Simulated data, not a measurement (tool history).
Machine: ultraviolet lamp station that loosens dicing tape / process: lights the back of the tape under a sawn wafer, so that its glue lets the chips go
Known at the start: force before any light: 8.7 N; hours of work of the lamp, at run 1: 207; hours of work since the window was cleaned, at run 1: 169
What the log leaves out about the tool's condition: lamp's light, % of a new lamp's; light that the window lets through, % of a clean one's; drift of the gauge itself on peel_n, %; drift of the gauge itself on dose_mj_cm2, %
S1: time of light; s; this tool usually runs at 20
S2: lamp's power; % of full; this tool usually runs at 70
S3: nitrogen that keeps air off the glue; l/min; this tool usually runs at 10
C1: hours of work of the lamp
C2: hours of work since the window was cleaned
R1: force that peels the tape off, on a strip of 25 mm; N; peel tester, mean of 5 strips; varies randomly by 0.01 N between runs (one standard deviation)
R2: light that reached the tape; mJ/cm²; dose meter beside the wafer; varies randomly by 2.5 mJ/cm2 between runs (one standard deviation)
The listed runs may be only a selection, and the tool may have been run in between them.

run,hour,S1,S2,S3,C1,C2,R1,R2
1,0.0,20,70,10,207,169,0.749,252
2,19.7,20,70,5,216,178,1.372,246
3,32.2,20,70,5,222,184,1.288,246
4,51.9,20,70,5,231,193,1.376,244
5,70.0,20,70,14,239,201,0.617,245
6,82.7,20,86,14,244,207,0.372,298
7,99.0,20,86,14,252,214,0.381,295
8,108.8,20,86,14,256,219,0.380,293
9,126.6,20,86,14,264,227,0.409,283
10,140.0,20,86,9,270,233,0.580,285
11,155.7,20,86,9,278,240,0.610,282
12,171.5,20,86,9,285,247,0.594,282
13,189.7,20,70,3,293,255,2.132,226
14,202.6,20,70,3,299,261,2.231,224
15,222.8,20,70,15,308,270,0.735,221
16,234.9,20,70,10,313,276,0.966,221
# hour 237.4: window cleaned of glue's vapour
17,247.8,20,73,10,319,5,0.964,222
18,260.3,20,70,10,325,10,1.078,209
19,273.0,20,70,4,330,16,2.061,208
20,289.5,20,70,3,338,24,2.343,206
# hour 305.3: window cleaned of glue's vapour, once more
21,306.7,20,70,3,346,1,2.159,234
22,322.1,20,67,3,353,8,2.161,218
23,337.3,11,78,7,359,14,2.543,139
24,351.0,27,73,7,366,21,0.566,321
25,364.7,27,73,6,372,27,0.666,319
26,385.1,19,81,19,381,36,0.467,247
27,402.0,20,90,9,389,44,0.602,281
28,413.6,17,83,10,394,49,1.055,219
29,426.5,16,62,16,400,55,1.493,151
30,446.3,16,62,16,409,64,1.487,151
31,460.2,16,62,16,415,70,1.556,150
32,472.3,17,91,4,421,76,1.738,230
33,490.0,10,68,4,429,84,4.400,103
34,501.5,10,76,4,434,89,3.943,112
35,513.0,12,80,5,439,94,2.921,141
36,530.9,12,80,5,447,102,2.989,140
37,546.0,26,73,10,454,109,0.593,274

Estimate the outcome of run 38 from the log above:
38,564.1,20,91,5,462,117,?,?

{"run 38": {"R1": 1.193, "R2": 260}}
Had the tool carried no hidden state, the very same run would have given R1 0.423 N, R2 402 mJ/cm².

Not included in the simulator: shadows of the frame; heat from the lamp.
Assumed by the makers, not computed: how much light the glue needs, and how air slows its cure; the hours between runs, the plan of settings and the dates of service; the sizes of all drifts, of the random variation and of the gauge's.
